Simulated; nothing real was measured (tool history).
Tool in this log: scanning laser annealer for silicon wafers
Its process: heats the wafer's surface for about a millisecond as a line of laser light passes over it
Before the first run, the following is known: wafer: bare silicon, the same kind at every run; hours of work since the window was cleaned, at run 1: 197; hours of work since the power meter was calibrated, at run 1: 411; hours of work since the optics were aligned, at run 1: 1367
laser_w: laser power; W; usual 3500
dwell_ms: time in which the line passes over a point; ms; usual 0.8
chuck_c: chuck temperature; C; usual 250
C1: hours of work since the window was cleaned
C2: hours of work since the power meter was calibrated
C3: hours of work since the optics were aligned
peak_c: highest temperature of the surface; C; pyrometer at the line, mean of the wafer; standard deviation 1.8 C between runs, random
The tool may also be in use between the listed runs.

run 1 hour=0 | laser_w=3500 dwell_ms=0.8 chuck_c=250 | C1=197 C2=411 C3=1367 | peak_c=958
run 2 hour=11.8 | laser_w=3500 dwell_ms=0.8 chuck_c=250 | C1=202 C2=416 C3=1373 | peak_c=964
run 3 hour=24 | laser_w=3500 dwell_ms=0.878 chuck_c=250 | C1=208 C2=422 C3=1379 | peak_c=992
run 4 hour=41.8 | laser_w=3487 dwell_ms=0.878 chuck_c=250 | C1=217 C2=431 C3=1387 | peak_c=989
run 5 hour=54.6 | laser_w=3487 dwell_ms=0.878 chuck_c=250 | C1=223 C2=437 C3=1393 | peak_c=990
run 6 hour=71.8 | laser_w=3487 dwell_ms=0.657 chuck_c=250 | C1=231 C2=445 C3=1402 | peak_c=897
run 7 hour=93.9 | laser_w=3487 dwell_ms=0.657 chuck_c=250 | C1=242 C2=456 C3=1412 | peak_c=894
run 8 hour=108 | laser_w=3487 dwell_ms=0.657 chuck_c=268 | C1=249 C2=463 C3=1419 | peak_c=912
run 9 hour=123.4 | laser_w=3487 dwell_ms=0.562 chuck_c=268 | C1=256 C2=470 C3=1427 | peak_c=869
run 10 hour=132.4 | laser_w=3487 dwell_ms=0.562 chuck_c=268 | C1=261 C2=475 C3=1431 | peak_c=874
run 11 hour=146.9 | laser_w=3487 dwell_ms=0.562 chuck_c=268 | C1=268 C2=482 C3=1438 | peak_c=870
run 12 hour=166.1 | laser_w=3487 dwell_ms=0.562 chuck_c=268 | C1=277 C2=491 C3=1447 | peak_c=869
run 13 hour=184.2 | laser_w=3487 dwell_ms=0.562 chuck_c=268 | C1=286 C2=500 C3=1456 | peak_c=866
run 14 hour=198.3 | laser_w=3500 dwell_ms=0.8 chuck_c=250 | C1=293 C2=507 C3=1463 | peak_c=959
run 15 hour=214.8 | laser_w=3500 dwell_ms=0.8 chuck_c=250 | C1=301 C2=515 C3=1471 | peak_c=958
run 16 hour=228.7 | laser_w=3500 dwell_ms=0.896 chuck_c=250 | C1=307 C2=521 C3=1478 | peak_c=995
run 17 hour=247.4 | laser_w=3500 dwell_ms=0.896 chuck_c=250 | C1=316 C2=530 C3=1487 | peak_c=992

Run 18 has not been measured yet. What should we expect?
run 18 hour=257.9 | laser_w=3397 dwell_ms=0.872 chuck_c=268 | C1=321 C2=535 C3=1492 | peak_c=?

{"run 18": {"peak_c": 985}}
If the tool had no hidden condition, the same run with the same run-to-run variation would have returned peak_c 1007 C.
